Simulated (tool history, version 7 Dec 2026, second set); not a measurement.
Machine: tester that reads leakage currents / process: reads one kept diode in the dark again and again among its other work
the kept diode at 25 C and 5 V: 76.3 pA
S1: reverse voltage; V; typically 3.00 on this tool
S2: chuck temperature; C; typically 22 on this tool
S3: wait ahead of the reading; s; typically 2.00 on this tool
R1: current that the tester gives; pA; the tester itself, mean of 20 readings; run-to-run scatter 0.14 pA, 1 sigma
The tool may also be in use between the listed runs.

run	hour	S1	S2	S3	R1
1	0.0	3.00	22	2.00	50.83
2	36.5	3.00	22	2.00	50.68
3	71.1	3.00	22	2.00	51.06
4	107.4	3.00	22	2.00	50.84
5	125.2	3.00	22	2.00	51.19
6	144.4	3.00	22	6.29	51.32
7	169.6	3.00	22	2.37	51.71
8	204.9	3.00	59	2.00	956.40
9	222.6	3.00	22	2.00	52.05
10	250.6	3.00	36	2.00	164.37
11	284.5	3.00	36	2.00	165.45
12	302.6	3.00	22	2.00	52.33
13	324.5	3.00	22	2.00	52.29
14	351.8	3.00	22	1.58	52.33
15	367.9	3.00	22	1.58	52.75
16	392.4	3.00	22	2.00	52.80
17	416.1	3.00	21	2.00	48.73
18	441.0	3.00	21	2.00	48.77
19	475.9	3.00	21	2.00	49.37
20	507.1	3.00	21	2.00	49.39
21	532.8	3.00	21	2.00	49.32
22	565.4	13.62	22	2.53	131.33
23	581.9	13.62	47	4.52	900.01
24	617.3	2.42	31	2.00	101.06
# hour 622.2: probe card cleaned and baked
25	636.2	3.39	21	0.66	55.71
26	654.4	1.64	22	2.00	39.58
27	679.3	1.64	22	2.00	39.72
28	695.9	8.12	31	2.00	204.05
29	714.6	7.21	50	0.65	817.81
# hour 737.9: probe card cleaned and baked, once more
30	737.9	3.00	28	0.78	84.12
31	774.3	3.00	28	0.78	84.88
32	809.0	3.00	28	0.78	85.01
33	836.1	1.01	28	9.69	48.17
34	853.3	3.78	21	2.00	51.68
35	872.7	8.27	29	2.00	159.26
36	907.3	3.81	29	1.58	106.24
37	924.3	4.54	20	1.91	52.41
38	958.1	4.54	20	1.91	52.30
39	974.5	1.41	38	1.61	134.90
40	993.0	1.41	38	1.61	135.29

Consider 4 possible next runs. They are alternatives, not a sequence: every one starts from the tool as it was left by run 40. What does each give?
A	1022.2	1.41	38	0.64	?
B	1022.2	3.64	47	4.00	?
C	1022.2	1.29	21	0.80	?
D	1022.2	3.45	55	2.00	?

run	R1
A	135.74
B	458.16
C	30.00
D	813.73
Stripped of hidden state, with their random variation kept, the same runs would have yielded:
run	R1
A	120.70
B	410.01
C	26.23
D	732.27

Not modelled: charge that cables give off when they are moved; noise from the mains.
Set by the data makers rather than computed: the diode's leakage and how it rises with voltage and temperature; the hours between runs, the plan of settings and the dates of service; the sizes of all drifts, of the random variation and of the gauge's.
